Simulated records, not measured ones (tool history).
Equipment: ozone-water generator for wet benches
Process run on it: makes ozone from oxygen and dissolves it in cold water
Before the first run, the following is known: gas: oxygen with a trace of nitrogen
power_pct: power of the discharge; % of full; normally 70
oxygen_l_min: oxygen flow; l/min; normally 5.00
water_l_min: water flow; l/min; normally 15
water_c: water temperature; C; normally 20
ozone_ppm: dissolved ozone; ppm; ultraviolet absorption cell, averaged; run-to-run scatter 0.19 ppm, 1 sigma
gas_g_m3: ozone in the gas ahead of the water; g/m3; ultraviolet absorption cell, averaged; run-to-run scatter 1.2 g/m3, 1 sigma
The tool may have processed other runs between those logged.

run,hour,power_pct,oxygen_l_min,water_l_min,water_c,ozone_ppm,gas_g_m3
1,0.0,70,5.00,15,20,22.3,176.9
2,97.9,70,5.00,15,20,22.1,175.8
3,197.9,70,5.00,15,20,22.3,173.9
4,335.3,70,5.00,15,20,21.9,175.0
5,488.6,70,5.00,15,20,21.9,174.0
6,595.5,70,5.00,10,20,28.2,174.2
7,737.3,70,5.00,15,20,21.5,173.4
8,830.5,70,5.00,15,20,21.5,173.2
9,930.8,70,5.00,15,20,21.2,171.2
# hour 1003.4: water thermometer calibrated
10,1047.8,70,5.00,15,20,21.1,171.3
# hour 1067.7: contactor cleaned
11,1204.4,70,5.00,15,20,21.6,169.9
12,1343.3,70,5.00,15,20,21.3,168.9
13,1429.1,70,5.00,15,20,21.1,167.5
14,1502.9,70,5.00,15,20,20.9,168.8
15,1623.0,70,5.00,15,20,20.8,167.4
16,1804.2,56,5.00,15,20,18.2,146.6
# hour 1901.5: contactor cleaned, once more
17,1949.0,56,5.00,21,17,14.7,146.4
# hour 1990.9: electrodes of the discharge changed
18,2127.2,56,5.00,21,17,18.5,182.9
19,2301.9,56,8.57,15,20,21.1,131.2
20,2434.6,78,8.57,15,19,27.1,170.9
21,2594.2,78,8.57,15,19,27.2,169.2
22,2675.0,70,7.95,20,20,20.4,162.1
23,2824.9,70,8.86,12,20,27.3,151.7
24,2979.1,70,8.86,12,20,27.2,152.1
25,3105.8,70,8.86,12,20,26.7,150.7
26,3238.9,70,4.33,19,20,21.5,226.3
27,3407.3,70,4.33,19,20,21.6,225.8
28,3496.2,83,5.00,11,17,38.0,235.0
29,3641.5,83,5.69,11,12,40.3,214.8
30,3718.6,70,2.96,12,20,31.1,277.6
31,3814.2,70,2.96,12,20,31.0,275.6
32,3909.6,96,5.00,15,20,31.7,256.3

Alternative continuations, all from the tool just after run 32; predict every row:
A,4080.5,47,5.04,15,25,?,?
B,4080.5,48,5.00,15,20,?,?
C,4080.5,70,3.28,20,20,?,?
D,4080.5,81,4.66,15,12,?,?
E,4080.5,88,5.00,19,21,?,?

run,ozone_ppm,gas_g_m3
A,17.5,152.9
B,19.4,155.2
C,19.9,258.2
D,31.8,235.5
E,24.0,236.4
Take away the tool's hidden state, keep each run's random variation, and the runs would have read:
run,ozone_ppm,gas_g_m3
A,18.8,159.5
B,20.9,162.0
C,21.8,273.8
D,35.0,251.4
E,26.7,253.3
